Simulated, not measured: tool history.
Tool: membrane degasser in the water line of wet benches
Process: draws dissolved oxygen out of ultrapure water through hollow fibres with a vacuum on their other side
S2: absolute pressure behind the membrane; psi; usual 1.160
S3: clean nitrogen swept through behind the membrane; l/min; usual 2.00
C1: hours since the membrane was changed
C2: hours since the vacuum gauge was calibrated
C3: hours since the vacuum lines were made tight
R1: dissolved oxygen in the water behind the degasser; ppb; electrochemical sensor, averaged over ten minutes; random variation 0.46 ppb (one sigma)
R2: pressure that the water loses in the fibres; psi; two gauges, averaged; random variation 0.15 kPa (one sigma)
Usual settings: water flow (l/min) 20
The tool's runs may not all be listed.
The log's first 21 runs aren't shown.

Run 22, hour 1537.0: usual settings but S2 0.848 psi, S3 1.11 l/min; C1 4884; C2 3132; C3 2557. Result: R1 114.8 ppb, R2 6.757 psi.
Run 23, hour 1582.1: usual settings but water flow (l/min) 27, S2 0.848 psi, S3 2.10 l/min; C1 4929; C2 3178; C3 2602. Result: R1 106.2 ppb, R2 9.065 psi.
Run 24, hour 1630.7: usual settings but water flow (l/min) 27, S2 0.848 psi, S3 2.10 l/min; C1 4978; C2 3226; C3 2651. Result: R1 106.5 ppb, R2 9.071 psi.
Run 25, hour 1716.2: usual settings but water flow (l/min) 27, S2 0.848 psi, S3 2.10 l/min; C1 5064; C2 3312; C3 2736. Result: R1 106.5 ppb, R2 9.063 psi.
Run 26, hour 1781.0: usual settings but water flow (l/min) 14, S2 0.848 psi, S3 2.10 l/min; C1 5128; C2 3376; C3 2801. Result: R1 44.2 ppb, R2 4.727 psi.
Run 27, hour 1825.3: usual settings but water flow (l/min) 13, S2 1.617 psi, S3 2.10 l/min; C1 5173; C2 3421; C3 2845. Result: R1 118.5 ppb, R2 4.360 psi.
Run 28, hour 1893.4: usual settings but water flow (l/min) 22, S2 1.761 psi, S3 3.67 l/min; C1 5241; C2 3489; C3 2913. Result: R1 141.4 ppb, R2 7.409 psi.
Run 29, hour 1989.9: usual settings but water flow (l/min) 27, S2 1.913 psi; C1 5337; C2 3585; C3 3010. Result: R1 326.1 ppb, R2 9.075 psi.
Run 30, hour 2061.4: usual settings but water flow (l/min) 27, S2 1.913 psi; C1 5409; C2 3657; C3 3081. Result: R1 329.9 ppb, R2 9.085 psi.
Run 31, hour 2119.2: usual settings but water flow (l/min) 27, S2 1.913 psi; C1 5467; C2 3715; C3 3139. Result: R1 325.9 ppb, R2 9.061 psi.
Run 32, hour 2174.8: usual settings but water flow (l/min) 27, S2 1.913 psi; C1 5522; C2 3770; C3 3195. Result: R1 328.9 ppb, R2 9.027 psi.

Forecast each of these 3 alternatives for the next run:
At hour 2233.0: vacuum gauge calibrated.
Run A, hour 2234.1: usual settings but water flow (l/min) 14; C1 5581; C2 1; C3 3254. Result: R1 ?, R2 ?.
At hour 2233.0: vacuum gauge calibrated.
Run B, hour 2234.1: usual settings but water flow (l/min) 13, S2 1.785 psi; C1 5581; C2 1; C3 3254. Result: R1 ?, R2 ?.
At hour 2233.0: vacuum gauge calibrated.
Run C, hour 2234.1: usual settings but water flow (l/min) 27, S2 2.592 psi; C1 5581; C2 1; C3 3254. Result: R1 ?, R2 ?.

run     R1     R2
  A   82.1  4.727
  B  141.5  4.369
  C  463.0  9.081
Without the tool's hidden state the same runs would have given:
run     R1     R2
  A   82.1  4.725
  B  141.4  4.367
  C  462.9  9.076

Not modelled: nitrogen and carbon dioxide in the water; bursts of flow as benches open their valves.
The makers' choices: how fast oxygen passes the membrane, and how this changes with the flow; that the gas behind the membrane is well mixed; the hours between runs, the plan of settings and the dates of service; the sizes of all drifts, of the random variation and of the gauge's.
